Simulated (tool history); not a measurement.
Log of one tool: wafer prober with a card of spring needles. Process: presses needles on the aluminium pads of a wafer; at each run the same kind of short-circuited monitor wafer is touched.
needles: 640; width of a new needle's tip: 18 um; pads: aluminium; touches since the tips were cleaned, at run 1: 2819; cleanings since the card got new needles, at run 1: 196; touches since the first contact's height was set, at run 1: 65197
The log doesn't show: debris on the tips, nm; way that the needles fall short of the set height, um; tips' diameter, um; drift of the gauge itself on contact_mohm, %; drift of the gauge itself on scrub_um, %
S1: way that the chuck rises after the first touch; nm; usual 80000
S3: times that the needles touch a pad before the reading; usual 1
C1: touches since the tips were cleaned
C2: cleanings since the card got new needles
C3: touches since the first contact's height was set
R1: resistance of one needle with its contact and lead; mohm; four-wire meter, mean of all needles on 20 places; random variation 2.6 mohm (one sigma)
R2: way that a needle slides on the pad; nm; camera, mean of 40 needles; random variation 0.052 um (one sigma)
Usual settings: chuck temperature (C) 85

{"run": 1, "day": 0.0, "S1": 80000, "chuck temperature (C)": 85, "S3": 1, "C1": 2819, "C2": 196, "C3": 65197, "R1": 448, "R2": 10060}
{"day": 0.075, "done": "tips cleaned on abrasive film"}
{"day": 0.425, "done": "tips cleaned on abrasive film"}
{"day": 0.775, "done": "tips cleaned on abrasive film"}
{"day": 1.058, "done": "tips cleaned on abrasive film"}
{"day": 1.408, "done": "tips cleaned on abrasive film"}
{"day": 1.758, "done": "tips cleaned on abrasive film"}
{"day": 2.112, "done": "tips cleaned on abrasive film"}
{"day": 2.462, "done": "tips cleaned on abrasive film"}
{"day": 2.546, "done": "height of the first contact set anew"}
{"day": 2.825, "done": "tips cleaned on abrasive film"}
{"day": 3.175, "done": "tips cleaned on abrasive film"}
{"run": 2, "day": 3.438, "S1": 80000, "chuck temperature (C)": 85, "S3": 1, "C1": 2833, "C2": 206, "C3": 9598, "R1": 443, "R2": 10310}
{"day": 3.512, "done": "tips cleaned on abrasive film"}
{"day": 3.862, "done": "tips cleaned on abrasive film"}
{"day": 4.212, "done": "tips cleaned on abrasive film"}
{"day": 4.567, "done": "tips cleaned on abrasive film"}
{"day": 4.917, "done": "tips cleaned on abrasive film"}
{"day": 5.267, "done": "tips cleaned on abrasive film"}
{"day": 5.617, "done": "tips cleaned on abrasive film"}
{"day": 5.9, "done": "tips cleaned on abrasive film"}
{"day": 6.25, "done": "tips cleaned on abrasive film"}
{"day": 6.604, "done": "tips cleaned on abrasive film"}
{"run": 3, "day": 6.783, "S1": 80000, "chuck temperature (C)": 85, "S3": 1, "C1": 1969, "C2": 216, "C3": 45386, "R1": 412, "R2": 10180}
{"day": 6.929, "done": "tips cleaned on abrasive film"}
{"day": 7.279, "done": "tips cleaned on abrasive film"}
{"day": 7.629, "done": "tips cleaned on abrasive film"}
{"day": 7.979, "done": "tips cleaned on abrasive film"}
{"day": 8.333, "done": "tips cleaned on abrasive film"}
{"day": 8.683, "done": "tips cleaned on abrasive film"}
{"day": 8.967, "done": "tips cleaned on abrasive film"}
{"day": 9.317, "done": "tips cleaned on abrasive film"}
{"day": 9.667, "done": "tips cleaned on abrasive film"}
{"day": 10.017, "done": "tips cleaned on abrasive film"}
{"day": 10.371, "done": "tips cleaned on abrasive film"}
{"run": 4, "day": 10.454, "S1": 80000, "chuck temperature (C)": 85, "S3": 1, "C1": 897, "C2": 227, "C3": 84612, "R1": 384, "R2": 10080}
{"day": 10.667, "done": "tips cleaned on abrasive film"}
{"day": 11.017, "done": "tips cleaned on abrasive film"}
{"day": 11.238, "done": "height of the first contact set anew"}
{"day": 11.379, "done": "tips cleaned on abrasive film"}
{"day": 11.662, "done": "tips cleaned on abrasive film"}
{"day": 12.012, "done": "tips cleaned on abrasive film"}
{"day": 12.296, "done": "tips cleaned on abrasive film"}
{"day": 12.646, "done": "tips cleaned on abrasive film"}
{"day": 12.996, "done": "tips cleaned on abrasive film"}
{"day": 13.346, "done": "tips cleaned on abrasive film"}
{"run": 5, "day": 13.567, "S1": 80000, "chuck temperature (C)": 85, "S3": 1, "C1": 2391, "C2": 236, "C3": 24937, "R1": 446, "R2": 10360}
{"day": 13.642, "done": "tips cleaned on abrasive film"}
{"day": 13.992, "done": "tips cleaned on abrasive film"}
{"day": 14.346, "done": "tips cleaned on abrasive film"}
{"day": 14.696, "done": "tips cleaned on abrasive film"}
{"day": 15.046, "done": "tips cleaned on abrasive film"}
{"day": 15.396, "done": "tips cleaned on abrasive film"}
{"day": 15.75, "done": "tips cleaned on abrasive film"}
{"day": 16.1, "done": "tips cleaned on abrasive film"}
{"day": 16.383, "done": "tips cleaned on abrasive film"}
{"day": 16.733, "done": "tips cleaned on abrasive film"}
{"day": 17.083, "done": "tips cleaned on abrasive film"}
{"run": 6, "day": 17.179, "S1": 80000, "chuck temperature (C)": 85, "S3": 1, "C1": 1031, "C2": 247, "C3": 63546, "R1": 381, "R2": 10080}
{"day": 17.392, "done": "tips cleaned on abrasive film"}
{"day": 17.742, "done": "tips cleaned on abrasive film"}
{"day": 18.025, "done": "tips cleaned on abrasive film"}
{"day": 18.375, "done": "tips cleaned on abrasive film"}
{"day": 18.725, "done": "tips cleaned on abrasive film"}
{"day": 19.008, "done": "tips cleaned on abrasive film"}
{"run": 7, "day": 19.104, "S1": 80000, "chuck temperature (C)": 85, "S3": 3, "C1": 1028, "C2": 253, "C3": 84113, "R1": 340, "R2": 10000}
{"day": 19.317, "done": "tips cleaned on abrasive film"}
{"day": 19.667, "done": "tips cleaned on abrasive film"}
{"day": 19.888, "done": "height of the first contact set anew"}
{"day": 19.962, "done": "tips cleaned on abrasive film"}
{"day": 20.312, "done": "tips cleaned on abrasive film"}
{"day": 20.592, "done": "tips cleaned on abrasive film"}
{"day": 20.946, "done": "tips cleaned on abrasive film"}
{"day": 21.225, "done": "tips cleaned on abrasive film"}
{"day": 21.725, "done": "card fitted with new needles"}
{"day": 22.079, "done": "tips cleaned on abrasive film"}
{"day": 22.429, "done": "tips cleaned on abrasive film"}
{"run": 8, "day": 22.575, "S1": 80000, "chuck temperature (C)": 85, "S3": 3, "C1": 1583, "C2": 2, "C3": 9098, "R1": 313, "R2": 10350}
{"day": 22.717, "done": "tips cleaned on abrasive film"}
{"day": 23.067, "done": "tips cleaned on abrasive film"}
{"day": 23.421, "done": "tips cleaned on abrasive film"}
{"day": 23.771, "done": "tips cleaned on abrasive film"}
{"day": 24.05, "done": "tips cleaned on abrasive film"}
{"day": 24.404, "done": "tips cleaned on abrasive film"}
{"day": 24.754, "done": "tips cleaned on abrasive film"}
{"day": 25.104, "done": "tips cleaned on abrasive film"}
{"day": 25.458, "done": "tips cleaned on abrasive film"}
{"day": 25.808, "done": "tips cleaned on abrasive film"}
{"day": 26.088, "done": "tips cleaned on abrasive film"}
{"day": 26.442, "done": "tips cleaned on abrasive film"}
{"day": 26.792, "done": "tips cleaned on abrasive film"}
{"run": 9, "day": 26.875, "S1": 91000, "chuck temperature (C)": 85, "S3": 1, "C1": 917, "C2": 15, "C3": 55100, "R1": 323, "R2": 11570}
{"day": 27.088, "done": "tips cleaned on abrasive film"}
{"day": 27.442, "done": "tips cleaned on abrasive film"}
{"day": 27.792, "done": "tips cleaned on abrasive film"}
{"day": 28.071, "done": "tips cleaned on abrasive film"}
{"day": 28.425, "done": "tips cleaned on abrasive film"}
{"day": 28.775, "done": "tips cleaned on abrasive film"}
{"day": 29.125, "done": "tips cleaned on abrasive film"}
{"day": 29.479, "done": "tips cleaned on abrasive film"}
{"day": 29.829, "done": "tips cleaned on abrasive film"}
{"run": 10, "day": 29.925, "S1": 80000, "chuck temperature (C)": 85, "S3": 1, "C1": 1027, "C2": 24, "C3": 87691, "R1": 341, "R2": 10000}
{"day": 30.133, "done": "tips cleaned on abrasive film"}
{"day": 30.425, "done": "height of the first contact set anew"}
{"day": 30.5, "done": "tips cleaned on abrasive film"}
{"day": 30.779, "done": "tips cleaned on abrasive film"}
{"day": 31.133, "done": "tips cleaned on abrasive film"}
{"day": 31.483, "done": "tips cleaned on abrasive film"}
{"day": 31.767, "done": "tips cleaned on abrasive film"}
{"day": 32.117, "done": "tips cleaned on abrasive film"}
{"day": 32.396, "done": "tips cleaned on abrasive film"}
{"day": 32.75, "done": "tips cleaned on abrasive film"}
{"day": 33.1, "done": "tips cleaned on abrasive film"}
{"day": 33.45, "done": "tips cleaned on abrasive film"}
{"day": 33.733, "done": "tips cleaned on abrasive film"}
{"run": 11, "day": 33.879, "S1": 89000, "chuck temperature (C)": 32, "S3": 1, "C1": 1580, "C2": 36, "C3": 36903, "R1": 326, "R2": 11310}
{"day": 34.021, "done": "tips cleaned on abrasive film"}
{"day": 34.304, "done": "tips cleaned on abrasive film"}
{"day": 34.654, "done": "tips cleaned on abrasive film"}
{"day": 34.938, "done": "tips cleaned on abrasive film"}
{"day": 35.288, "done": "tips cleaned on abrasive film"}
{"day": 35.638, "done": "tips cleaned on abrasive film"}
{"day": 35.921, "done": "tips cleaned on abrasive film"}
{"day": 36.271, "done": "tips cleaned on abrasive film"}
{"run": 12, "day": 36.392, "S1": 89000, "chuck temperature (C)": 32, "S3": 1, "C1": 1285, "C2": 44, "C3": 63743, "R1": 329, "R2": 11250}
{"day": 36.604, "done": "tips cleaned on abrasive film"}
{"day": 36.954, "done": "tips cleaned on abrasive film"}
{"day": 37.304, "done": "tips cleaned on abrasive film"}
{"day": 37.654, "done": "tips cleaned on abrasive film"}
{"day": 38.008, "done": "tips cleaned on abrasive film"}
{"day": 38.358, "done": "tips cleaned on abrasive film"}
{"day": 38.708, "done": "tips cleaned on abrasive film"}
{"day": 38.992, "done": "tips cleaned on abrasive film"}
{"day": 39.075, "done": "height of the first contact set anew"}
{"day": 39.354, "done": "tips cleaned on abrasive film"}
{"run": 13, "day": 39.362, "S1": 79000, "chuck temperature (C)": 75, "S3": 1, "C1": 88, "C2": 53, "C3": 3094, "R1": 305, "R2": 10190}
{"day": 39.646, "done": "tips cleaned on abrasive film"}
{"day": 39.996, "done": "tips cleaned on abrasive film"}
{"day": 40.346, "done": "tips cleaned on abrasive film"}
{"day": 40.696, "done": "tips cleaned on abrasive film"}
{"day": 40.979, "done": "tips cleaned on abrasive film"}
{"day": 41.329, "done": "tips cleaned on abrasive film"}
{"day": 41.683, "done": "tips cleaned on abrasive film"}
{"day": 42.033, "done": "tips cleaned on abrasive film"}
{"day": 42.383, "done": "tips cleaned on abrasive film"}
{"day": 42.704, "done": "tips cleaned on abrasive film"}
{"run": 14, "day": 42.704, "S1": 79000, "chuck temperature (C)": 118, "S3": 2, "C1": 0, "C2": 63, "C3": 38840, "R1": 313, "R2": 10110}
{"day": 43.054, "done": "tips cleaned on abrasive film"}
{"day": 43.408, "done": "tips cleaned on abrasive film"}
{"day": 43.758, "done": "tips cleaned on abrasive film"}
{"day": 44.042, "done": "tips cleaned on abrasive film"}
{"day": 44.392, "done": "tips cleaned on abrasive film"}
{"day": 44.675, "done": "tips cleaned on abrasive film"}
{"day": 45.025, "done": "tips cleaned on abrasive film"}
{"day": 45.375, "done": "tips cleaned on abrasive film"}
{"day": 45.725, "done": "tips cleaned on abrasive film"}
{"day": 46.046, "done": "tips cleaned on abrasive film"}
{"run": 15, "day": 46.046, "S1": 75000, "chuck temperature (C)": 115, "S3": 1, "C1": 0, "C2": 73, "C3": 74584, "R1": 322, "R2": 9360}
{"day": 46.4, "done": "tips cleaned on abrasive film"}
{"day": 46.75, "done": "tips cleaned on abrasive film"}
{"day": 47.1, "done": "tips cleaned on abrasive film"}
{"day": 47.45, "done": "tips cleaned on abrasive film"}
{"day": 47.733, "done": "tips cleaned on abrasive film"}
{"day": 47.746, "done": "height of the first contact set anew"}
{"day": 48.096, "done": "tips cleaned on abrasive film"}
{"day": 48.45, "done": "tips cleaned on abrasive film"}
{"day": 48.8, "done": "tips cleaned on abrasive film"}
{"day": 49.15, "done": "tips cleaned on abrasive film"}
{"day": 49.442, "done": "tips cleaned on abrasive film"}
{"run": 16, "day": 49.442, "S1": 76000, "chuck temperature (C)": 39, "S3": 3, "C1": 0, "C2": 83, "C3": 18159, "R1": 289, "R2": 9690}
{"day": 49.796, "done": "tips cleaned on abrasive film"}
{"day": 50.146, "done": "tips cleaned on abrasive film"}
{"day": 50.425, "done": "tips cleaned on abrasive film"}
{"day": 50.779, "done": "tips cleaned on abrasive film"}
{"day": 51.058, "done": "tips cleaned on abrasive film"}
{"day": 51.412, "done": "tips cleaned on abrasive film"}
{"day": 51.762, "done": "tips cleaned on abrasive film"}
{"day": 52.112, "done": "tips cleaned on abrasive film"}
{"day": 52.462, "done": "tips cleaned on abrasive film"}
{"run": 17, "day": 52.712, "S1": 87000, "chuck temperature (C)": 81, "S3": 2, "C1": 2668, "C2": 92, "C3": 53142, "R1": 349, "R2": 11010}
{"day": 52.783, "done": "tips cleaned on abrasive film"}
{"day": 53.138, "done": "tips cleaned on abrasive film"}
{"day": 53.417, "done": "tips cleaned on abrasive film"}
{"day": 53.767, "done": "tips cleaned on abrasive film"}
{"day": 54.05, "done": "tips cleaned on abrasive film"}
{"day": 54.4, "done": "tips cleaned on abrasive film"}
{"day": 54.754, "done": "tips cleaned on abrasive film"}
{"day": 55.104, "done": "tips cleaned on abrasive film"}
{"day": 55.454, "done": "tips cleaned on abrasive film"}
{"day": 55.738, "done": "tips cleaned on abrasive film"}
{"day": 56.088, "done": "tips cleaned on abrasive film"}
{"day": 56.371, "done": "tips cleaned on abrasive film"}
{"day": 56.45, "done": "height of the first contact set anew"}
{"day": 56.733, "done": "tips cleaned on abrasive film"}
{"run": 18, "day": 56.812, "S1": 80000, "chuck temperature (C)": 101, "S3": 1, "C1": 882, "C2": 105, "C3": 3889, "R1": 356, "R2": 10350}
{"day": 57.025, "done": "tips cleaned on abrasive film"}
{"day": 57.379, "done": "tips cleaned on abrasive film"}
{"day": 57.729, "done": "tips cleaned on abrasive film"}
{"day": 58.079, "done": "tips cleaned on abrasive film"}
{"day": 58.429, "done": "tips cleaned on abrasive film"}
{"day": 58.783, "done": "tips cleaned on abrasive film"}
{"day": 59.104, "done": "tips cleaned on abrasive film"}
{"run": 19, "day": 59.104, "S1": 92000, "chuck temperature (C)": 75, "S3": 2, "C1": 0, "C2": 112, "C3": 28356, "R1": 295, "R2": 11750}

3 ways to go on from here, each from the tool as it stands after run 19. What would each give?
{"day": 59.383, "done": "tips cleaned on abrasive film"}
{"day": 59.738, "done": "tips cleaned on abrasive film"}
{"day": 60.088, "done": "tips cleaned on abrasive film"}
{"day": 60.438, "done": "tips cleaned on abrasive film"}
{"day": 60.788, "done": "tips cleaned on abrasive film"}
{"day": 61.142, "done": "tips cleaned on abrasive film"}
{"day": 61.492, "done": "tips cleaned on abrasive film"}
{"run": "A", "day": 61.592, "S1": 81000, "chuck temperature (C)": 85, "S3": 2, "C1": 1109, "C2": 119, "C3": 55018, "R1": "?", "R2": "?"}
{"day": 59.383, "done": "tips cleaned on abrasive film"}
{"day": 59.738, "done": "tips cleaned on abrasive film"}
{"day": 60.088, "done": "tips cleaned on abrasive film"}
{"day": 60.438, "done": "tips cleaned on abrasive film"}
{"day": 60.788, "done": "tips cleaned on abrasive film"}
{"day": 61.142, "done": "tips cleaned on abrasive film"}
{"day": 61.492, "done": "tips cleaned on abrasive film"}
{"run": "B", "day": 61.592, "S1": 92000, "chuck temperature (C)": 26, "S3": 2, "C1": 1109, "C2": 119, "C3": 55018, "R1": "?", "R2": "?"}
{"day": 59.383, "done": "tips cleaned on abrasive film"}
{"day": 59.738, "done": "tips cleaned on abrasive film"}
{"day": 60.088, "done": "tips cleaned on abrasive film"}
{"day": 60.438, "done": "tips cleaned on abrasive film"}
{"day": 60.788, "done": "tips cleaned on abrasive film"}
{"day": 61.142, "done": "tips cleaned on abrasive film"}
{"day": 61.492, "done": "tips cleaned on abrasive film"}
{"run": "C", "day": 61.592, "S1": 80000, "chuck temperature (C)": 57, "S3": 1, "C1": 1109, "C2": 119, "C3": 55018, "R1": "?", "R2": "?"}

run=A R1=338 R2=10300
run=B R1=309 R2=11750
run=C R1=354 R2=10050
Without the tool's hidden state the same runs would have given:
run=A R1=296 R2=10510
run=B R1=274 R2=11960
run=C R1=285 R2=10250

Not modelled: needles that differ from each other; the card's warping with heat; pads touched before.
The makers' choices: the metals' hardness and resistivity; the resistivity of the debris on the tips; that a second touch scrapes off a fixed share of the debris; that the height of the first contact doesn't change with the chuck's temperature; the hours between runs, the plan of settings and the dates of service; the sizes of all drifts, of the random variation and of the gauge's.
